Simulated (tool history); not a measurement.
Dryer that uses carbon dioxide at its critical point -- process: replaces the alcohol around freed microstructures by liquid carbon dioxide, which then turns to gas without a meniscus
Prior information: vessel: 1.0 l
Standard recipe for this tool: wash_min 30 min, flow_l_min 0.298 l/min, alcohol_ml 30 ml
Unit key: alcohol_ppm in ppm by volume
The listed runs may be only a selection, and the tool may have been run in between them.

run	day	wash_min	flow_l_min	alcohol_ml	alcohol_ppm
1	0	30	0.298	30	82
2	0.583	30	0.298	30	83
3	1.225	30	0.298	30	94
4	1.767	30	0.298	30	91
5	2.512	30	0.298	30	89
6	3.042	30	0.298	84	163
7	3.779	30	0.298	84	167
8	4.475	30	0.298	84	172
9	5.196	30	0.298	84	171
10	5.992	30	0.298	84	173
11	6.792	30	0.298	30	96
12	7.646	30	0.298	30	97
13	8.229	31	0.298	30	92
14	8.896	42	0.211	30	101
15	9.371	27	0.298	30	153
16	9.908	36	0.298	34	66
17	10.746	40	0.219	102	250
18	11.583	40	0.219	102	264
19	12.288	30	0.192	72	1268
20	12.971	18	0.214	48	3192
21	13.792	30	0.313	30	98
22	14.379	31	0.461	30	67
23	15.083	31	0.461	30	67
24	15.433	33	0.231	69	366
25	16.15	21	0.318	69	630
26	16.579	21	0.318	69	662

Some steps in alcohol_ppm, run to run, broken into two amounts with sign: the step expected even without the hidden condition (settings, incoming material, random variation), and the rest, left for the hidden condition together with whatever gauge scatter is not in both the measured and the hidden-condition-free result:
The tool's hidden condition here consists of: flow that reaches the vessel past the clogged filter, %; alcohol in the recycled carbon dioxide, ppm; drift of the gauge itself on alcohol_ppm, %.
Run 19 -> 20: wash_min 30 -> 18, flow_l_min 0.192 -> 0.214, alcohol_ml 72 -> 48. alcohol_ppm +1924 ppm by volume: hidden state +157, all else +1767.
Run 20 -> 21: wash_min 18 -> 30, flow_l_min 0.214 -> 0.313, alcohol_ml 48 -> 30. alcohol_ppm -3094 ppm by volume: hidden state -327, all else -2767.
